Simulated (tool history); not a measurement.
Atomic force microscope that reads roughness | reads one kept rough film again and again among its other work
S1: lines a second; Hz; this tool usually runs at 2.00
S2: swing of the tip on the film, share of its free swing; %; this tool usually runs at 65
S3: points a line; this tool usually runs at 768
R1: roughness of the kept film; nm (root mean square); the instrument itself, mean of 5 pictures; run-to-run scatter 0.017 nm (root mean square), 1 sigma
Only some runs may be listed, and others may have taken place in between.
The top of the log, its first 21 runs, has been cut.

run   hour    S1  S2   S3     R1
     346.1  -- new tip fitted
 22  361.8  0.99  65  958  4.305
 23  376.1  0.99  65  958  4.338
 24  388.5  2.00  65  736  4.154
 25  411.3  2.74  60  569  4.188
 26  426.7  2.98  60  458  4.125
 27  442.2  2.98  60  458  4.110
 28  453.9  2.00  65  856  4.167
 29  468.2  2.00  68  324  4.103
 30  484.2  2.00  68  324  4.083
 31  507.6  0.60  72  496  4.329
 32  523.9  2.11  87  496  3.522
 33  544.8  1.19  87  259  3.890
 34  567.0  2.81  65  768  4.027
 35  588.3  0.77  74  630  4.269
     596.4  -- new tip fitted
 36  602.2  1.74  65  768  4.214
 37  615.8  1.74  65  768  4.209
 38  635.1  0.79  66  768  4.340

Below are 4 alternative next runs, each starting from the tool's condition after run 38. Predict each:
  A  645.3  2.00  65  380   ?
  B  645.3  0.62  69  578   ?
  C  645.3  2.00  72  532   ?
  D  645.3  2.00  68  768   ?

run     R1
  A  4.160
  B  4.390
  C  4.023
  D  4.141
The same runs, with their run-to-run variation unchanged, on a tool lacking any hidden condition would have given:
run     R1
  A  4.164
  B  4.394
  C  4.027
  D  4.145
